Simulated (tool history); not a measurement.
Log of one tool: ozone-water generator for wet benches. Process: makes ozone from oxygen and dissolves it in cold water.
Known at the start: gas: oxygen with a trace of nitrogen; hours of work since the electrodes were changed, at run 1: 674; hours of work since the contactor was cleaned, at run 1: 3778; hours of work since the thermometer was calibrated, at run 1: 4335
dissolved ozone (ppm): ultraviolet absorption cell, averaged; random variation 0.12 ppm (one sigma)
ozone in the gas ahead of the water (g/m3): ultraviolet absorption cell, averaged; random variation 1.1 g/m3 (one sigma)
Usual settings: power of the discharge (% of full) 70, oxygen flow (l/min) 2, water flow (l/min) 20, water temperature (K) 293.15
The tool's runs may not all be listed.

run	hour	power of the discharge (% of full)	oxygen flow (l/min)	water flow (l/min)	water temperature (K)	hours of work since the electrodes were changed	hours of work since the contactor was cleaned	hours of work since the thermometer was calibrated	dissolved ozone (ppm)	ozone in the gas ahead of the water (g/m3)
1	0	70	2	20	293.15	674	3778	4335	11.5	182.3
2	31.9	70	2	20	293.15	702	3806	4363	11.5	183.9
3	51	99	2	20	293.15	719	3823	4380	15.6	248.3
4	79	99	2	20	293.15	744	3848	4404	15.7	248.9
5	120.2	99	2	20	293.15	780	3884	4440	15.6	247.6
6	146.8	70	2	20	293.15	803	3907	4464	11.4	182.7
7	167.2	70	1.76	20	293.15	821	3925	4481	10.9	195.2
8	204.7	40	1.8	20	293.15	854	3958	4514	6.9	116.8
9	245.8	47	1.8	16	299.15	890	3994	4550	8.9	133.8
# hour 249.8: water thermometer calibrated
10	289.2	63	2	20	299.15	928	4032	35	10	167.4
11	330.2	64	3.43	12	293.15	964	4068	71	16.8	130
# hour 372.9: water thermometer calibrated, once more
12	376.1	64	3.43	12	293.15	1004	4108	3	16.8	129.7
13	398.1	99	1.35	20	295.15	1023	4127	22	13.6	298.9

5 ways to go on from here, each from the tool as it stands after run 13. What would each give?
A	424.1	68	2	23	293.15	1046	4150	45	?	?
B	424.1	70	1.06	19	293.15	1046	4150	45	?	?
C	424.1	99	3.35	20	295.15	1046	4150	45	?	?
D	424.1	40	2.1	20	297.15	1046	4150	45	?	?
E	424.1	83	1.35	20	290.15	1046	4150	45	?	?

run	dissolved ozone (ppm)	ozone in the gas ahead of the water (g/m3)
A	9.7	177.3
B	9.6	246.1
C	16.8	194.7
D	6.6	107.2
E	11.9	255.4
Without the tool's hidden state the same runs would have given:
run	dissolved ozone (ppm)	ozone in the gas ahead of the water (g/m3)
A	10.3	181.3
B	10.1	251.8
C	17.8	200.7
D	6.9	108.4
E	12.6	262.3

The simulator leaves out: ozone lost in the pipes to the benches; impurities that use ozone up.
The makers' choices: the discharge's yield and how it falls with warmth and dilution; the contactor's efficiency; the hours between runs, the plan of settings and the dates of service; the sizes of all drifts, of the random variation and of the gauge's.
